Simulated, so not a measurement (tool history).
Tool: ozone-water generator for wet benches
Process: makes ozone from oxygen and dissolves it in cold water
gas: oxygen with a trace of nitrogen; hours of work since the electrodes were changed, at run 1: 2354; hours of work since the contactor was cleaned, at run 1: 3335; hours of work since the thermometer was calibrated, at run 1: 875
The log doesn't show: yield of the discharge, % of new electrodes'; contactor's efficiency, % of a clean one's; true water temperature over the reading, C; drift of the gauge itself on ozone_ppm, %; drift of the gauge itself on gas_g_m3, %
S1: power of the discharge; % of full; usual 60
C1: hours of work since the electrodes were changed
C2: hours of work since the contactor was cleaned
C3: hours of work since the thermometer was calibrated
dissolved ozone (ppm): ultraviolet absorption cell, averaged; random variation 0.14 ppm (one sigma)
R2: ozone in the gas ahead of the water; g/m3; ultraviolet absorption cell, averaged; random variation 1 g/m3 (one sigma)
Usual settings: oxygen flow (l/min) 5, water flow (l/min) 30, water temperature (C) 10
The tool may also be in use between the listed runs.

Run 1, hour 0: usual settings; C1 2354; C2 3335; C3 875. Result: dissolved ozone (ppm) 15.6, R2 172.7 g/m3.
Run 2, hour 80.5: usual settings; C1 2430; C2 3411; C3 951. Result: dissolved ozone (ppm) 15.6, R2 173.1 g/m3.
Run 3, hour 205.4: usual settings but water temperature (C) 5; C1 2547; C2 3528; C3 1068. Result: dissolved ozone (ppm) 16.3, R2 172.8 g/m3.
Run 4, hour 335.8: usual settings but water temperature (C) 5; C1 2670; C2 3651; C3 1191. Result: dissolved ozone (ppm) 16.4, R2 172.3 g/m3.
At hour 433: contactor cleaned.
Run 5, hour 480.3: usual settings but water flow (l/min) 32; C1 2802; C2 44; C3 1323. Result: dissolved ozone (ppm) 14.6, R2 174.9 g/m3.
Run 6, hour 620.4: usual settings but water flow (l/min) 32; C1 2933; C2 176; C3 1454. Result: dissolved ozone (ppm) 14.7, R2 173.7 g/m3.
Run 7, hour 758.6: usual settings but water flow (l/min) 32; C1 3063; C2 306; C3 1584. Result: dissolved ozone (ppm) 14.7, R2 176 g/m3.
Run 8, hour 822.6: usual settings but oxygen flow (l/min) 2.67, water flow (l/min) 32; C1 3123; C2 366; C3 1644. Result: dissolved ozone (ppm) 11.7, R2 230.4 g/m3.
Run 9, hour 974.6: usual settings but oxygen flow (l/min) 2.67, water flow (l/min) 32; C1 3266; C2 508; C3 1787. Result: dissolved ozone (ppm) 11.8, R2 229 g/m3.
Run 10, hour 1108: usual settings but oxygen flow (l/min) 2.67, water flow (l/min) 32; C1 3391; C2 634; C3 1912. Result: dissolved ozone (ppm) 11.8, R2 231.2 g/m3.
Run 11, hour 1213.6: usual settings but oxygen flow (l/min) 2.67, water flow (l/min) 32; C1 3490; C2 733; C3 2011. Result: dissolved ozone (ppm) 11.8, R2 231.4 g/m3.
Run 12, hour 1282.9: usual settings but oxygen flow (l/min) 2.67, water flow (l/min) 32; C1 3555; C2 798; C3 2076. Result: dissolved ozone (ppm) 11.8, R2 231.6 g/m3.
Run 13, hour 1404.2: usual settings but oxygen flow (l/min) 2.67, water flow (l/min) 32; C1 3669; C2 912; C3 2190. Result: dissolved ozone (ppm) 11.7, R2 231.7 g/m3.
Run 14, hour 1532.5: usual settings but oxygen flow (l/min) 2.67, water flow (l/min) 28; C1 3789; C2 1032; C3 2310. Result: dissolved ozone (ppm) 13.5, R2 231.8 g/m3.
Run 15, hour 1663.2: usual settings but oxygen flow (l/min) 2.67, water flow (l/min) 28; C1 3912; C2 1155; C3 2433. Result: dissolved ozone (ppm) 13.7, R2 231.4 g/m3.
Run 16, hour 1734.7: usual settings; C1 3979; C2 1222; C3 2500. Result: dissolved ozone (ppm) 15.6, R2 174 g/m3.
Run 17, hour 1881.7: usual settings; C1 4117; C2 1360; C3 2638. Result: dissolved ozone (ppm) 15.4, R2 176.5 g/m3.
Run 18, hour 1972.6: usual settings; C1 4202; C2 1445; C3 2724. Result: dissolved ozone (ppm) 15.6, R2 176.7 g/m3.
Run 19, hour 2051.5: usual settings but water flow (l/min) 45; C1 4277; C2 1519; C3 2798. Result: dissolved ozone (ppm) 10.2, R2 177.8 g/m3.
Run 20, hour 2120.6: usual settings but water flow (l/min) 37; C1 4341; C2 1584; C3 2863. Result: dissolved ozone (ppm) 12.2, R2 177.2 g/m3.
Run 21, hour 2229.7: usual settings but water flow (l/min) 37; C1 4444; C2 1687; C3 2965. Result: dissolved ozone (ppm) 12.3, R2 178.1 g/m3.
Run 22, hour 2302.3: usual settings but water flow (l/min) 37; C1 4512; C2 1755; C3 3033. Result: dissolved ozone (ppm) 12.6, R2 177.9 g/m3.
Run 23, hour 2400.7: usual settings but S1 41 % of full, oxygen flow (l/min) 6.42, water flow (l/min) 29, water temperature (C) 15; C1 4604; C2 1847; C3 3125. Result: dissolved ozone (ppm) 11.4, R2 111.8 g/m3.
At hour 2481.9: gauge calibrated.
Run 24, hour 2503.8: usual settings but S1 78 % of full, water flow (l/min) 24; C1 4701; C2 1944; C3 3222. Result: dissolved ozone (ppm) 24.5, R2 218 g/m3.
Run 25, hour 2638.8: usual settings but S1 78 % of full, water flow (l/min) 24; C1 4828; C2 2071; C3 3349. Result: dissolved ozone (ppm) 24.5, R2 219.7 g/m3.
Run 26, hour 2702.7: usual settings but S1 99 % of full, water flow (l/min) 36, water temperature (C) 6; C1 4888; C2 2131; C3 3409. Result: dissolved ozone (ppm) 20.8, R2 274 g/m3.
Run 27, hour 2786.7: usual settings but water temperature (C) 13; C1 4967; C2 2210; C3 3488. Result: dissolved ozone (ppm) 14.9, R2 172.3 g/m3.
Run 28, hour 2927.5: usual settings but oxygen flow (l/min) 3.31, water temperature (C) 5; C1 5099; C2 2342; C3 3620. Result: dissolved ozone (ppm) 14, R2 209.4 g/m3.
Run 29, hour 3051.8: usual settings but oxygen flow (l/min) 3.31, water temperature (C) 5; C1 5216; C2 2458; C3 3737. Result: dissolved ozone (ppm) 14.2, R2 207.1 g/m3.
Run 30, hour 3151: usual settings but oxygen flow (l/min) 3.31, water temperature (C) 5; C1 5309; C2 2552; C3 3830. Result: dissolved ozone (ppm) 14, R2 207.2 g/m3.
Run 31, hour 3230.6: usual settings but oxygen flow (l/min) 3.31, water flow (l/min) 24, water temperature (C) 7; C1 5383; C2 2626; C3 3905. Result: dissolved ozone (ppm) 17.5, R2 208.2 g/m3.
Run 32, hour 3371.8: usual settings but water flow (l/min) 26, water temperature (C) 11; C1 5516; C2 2759; C3 4037. Result: dissolved ozone (ppm) 17.6, R2 172.6 g/m3.

5 ways to go on from here, each from the tool as it stands after run 32. What would each give?
Run A, hour 3527.2: usual settings but S1 51 % of full, water flow (l/min) 40; C1 5662; C2 2905; C3 4183. Result: dissolved ozone (ppm) ?, R2 ?.
Run B, hour 3527.2: usual settings but S1 55 % of full, oxygen flow (l/min) 7.68, water flow (l/min) 23, water temperature (C) 11; C1 5662; C2 2905; C3 4183. Result: dissolved ozone (ppm) ?, R2 ?.
Run C, hour 3527.2: usual settings but water flow (l/min) 28, water temperature (C) 11; C1 5662; C2 2905; C3 4183. Result: dissolved ozone (ppm) ?, R2 ?.
Run D, hour 3527.2: usual settings but S1 45 % of full, water temperature (C) 6; C1 5662; C2 2905; C3 4183. Result: dissolved ozone (ppm) ?, R2 ?.
Run E, hour 3527.2: usual settings but water flow (l/min) 47, water temperature (C) 11; C1 5662; C2 2905; C3 4183. Result: dissolved ozone (ppm) ?, R2 ?.

run  dissolved ozone (ppm)     R2
  A                    9.9    149
  B                   19.6  132.5
  C                     16  173.3
  D                   12.5  133.3
  E                    9.7  174.7
Without the tool's hidden state the same runs would have given:
run  dissolved ozone (ppm)     R2
  A                    9.9  147.3
  B                   19.7    131
  C                     16  171.5
  D                   12.5  131.7
  E                    9.7  172.8
